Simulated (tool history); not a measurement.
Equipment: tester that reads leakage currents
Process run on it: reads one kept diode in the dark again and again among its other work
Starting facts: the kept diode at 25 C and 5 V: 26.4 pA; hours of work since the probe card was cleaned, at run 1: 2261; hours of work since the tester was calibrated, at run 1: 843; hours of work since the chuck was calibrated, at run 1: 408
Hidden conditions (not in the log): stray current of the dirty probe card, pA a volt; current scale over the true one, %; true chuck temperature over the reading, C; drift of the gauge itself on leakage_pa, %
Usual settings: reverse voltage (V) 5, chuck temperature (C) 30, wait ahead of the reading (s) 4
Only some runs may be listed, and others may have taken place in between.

run     day  reverse voltage (V)  chuck temperature (C)  wait ahead of the reading (s)  hours of work since the probe card was cleaned  hours of work since the tester was calibrated  hours of work since the chuck was calibrated  current that the tester gives (pA)
  1       0                    5                     30                              4                                            2261                                            843                                           408                               41.34
  2  10.888                    5                     30                              4                                            2469                                           1051                                           616                               41.34
  3  21.246                    5                     47                              4                                            2667                                           1249                                           814                              119.49
  4  28.971                    5                     30                            5.5                                            2815                                           1396                                           961                                41.3
  5  39.158                    5                     30                           0.48                                            3009                                           1591                                          1156                               44.06
  6  47.583                 6.23                     49                           0.58                                            3170                                           1752                                          1317                              153.58
  7  59.183                 8.26                     34                           0.39                                            3392                                           1973                                          1539                               76.07
  8  70.138                 8.26                     56                           1.82                                            3601                                           2183                                          1748                              263.87
     70.962  -- probe card cleaned and baked
     71.046  -- chuck's temperature calibrated
  9  75.496                 1.56                     43                              4                                              85                                           2281                                            85                               50.67
 10  84.817                    5                     45                              4                                             263                                           2459                                           263                              104.58

Each row is a separate what-if for the run after 10, all from the same tool condition, not one after another. Results?
  A  94.483                 9.93                     30                           0.55                                             448                                           2644                                           448                                   ?
  B  94.483                    5                     42                              4                                             448                                           2644                                           448                                   ?
  C  94.483                    5                     30                           0.62                                             448                                           2644                                           448                                   ?

run  current that the tester gives (pA)
  A                               60.64
  B                               85.94
  C                               41.01
Had the tool no hidden state, the same runs would have come out as:
run  current that the tester gives (pA)
  A                               59.35
  B                               85.49
  C                               40.41
